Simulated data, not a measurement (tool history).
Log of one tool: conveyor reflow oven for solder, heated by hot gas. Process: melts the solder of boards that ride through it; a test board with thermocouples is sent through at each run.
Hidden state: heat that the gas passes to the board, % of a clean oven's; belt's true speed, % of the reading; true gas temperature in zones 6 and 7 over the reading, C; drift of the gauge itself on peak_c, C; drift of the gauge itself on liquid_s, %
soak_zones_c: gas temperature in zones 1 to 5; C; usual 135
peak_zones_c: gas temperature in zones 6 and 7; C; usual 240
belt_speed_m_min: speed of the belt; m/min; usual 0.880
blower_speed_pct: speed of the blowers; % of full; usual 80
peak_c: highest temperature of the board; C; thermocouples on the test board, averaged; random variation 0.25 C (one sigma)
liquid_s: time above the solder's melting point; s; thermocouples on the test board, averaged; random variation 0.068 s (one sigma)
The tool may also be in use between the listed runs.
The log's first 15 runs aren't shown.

run,day,soak_zones_c,peak_zones_c,belt_speed_m_min,blower_speed_pct,hours of work since the flux was cleaned out,hours of work since the belt drive was overhauled,hours of work since the thermocouples were changed,peak_c,liquid_s
16,4.675,127,240,0.880,80,445,329,473,222.2,41.51
# day 5.083: flux residue cleaned out of gas plates and filters
17,5.304,133,228,0.831,80,3,335,479,215.7,42.77
18,5.758,135,240,0.954,89,10,342,486,224.7,41.06
19,6.033,135,240,0.954,89,15,346,490,224.4,41.04
20,6.292,135,240,0.954,89,19,350,494,224.3,41.04
21,6.638,137,249,0.954,89,24,356,500,233.2,44.42
# day 6.846: belt drive overhauled, speed set with a stopwatch
22,7.142,122,234,0.746,80,29,5,505,223.1,49.84
23,7.446,148,240,0.710,82,34,9,509,232.0,63.20
24,7.692,148,240,0.710,82,37,13,513,232.2,63.11
25,7.950,135,231,0.944,80,42,17,517,215.3,37.15
26,8.292,147,234,0.773,69,47,22,522,222.6,53.84
# day 8.688: belt drive overhauled, speed set with a stopwatch, once more
27,8.704,144,235,0.881,66,51,0,526,218.9,43.72
28,9.012,136,231,0.741,73,55,5,531,220.2,51.23
29,9.333,137,246,0.716,73,60,10,536,234.9,60.26
30,9.588,137,246,0.716,73,64,14,540,234.9,60.00
31,9.938,137,239,0.716,72,69,19,545,228.2,57.39

Forecast each of these 4 alternatives for the next run:
A,10.250,126,234,0.880,80,74,24,550,?,?
B,10.250,129,240,0.713,80,74,24,550,?,?
C,10.250,137,239,0.868,72,74,24,550,?,?
D,10.250,128,239,0.855,77,74,24,550,?,?

run,peak_c,liquid_s
A,218.4,39.26
B,229.7,56.43
C,222.7,44.59
D,223.3,43.37
Without the tool's hidden state the same runs would have given:
run,peak_c,liquid_s
A,220.3,40.23
B,231.5,57.20
C,224.5,45.40
D,225.2,44.23
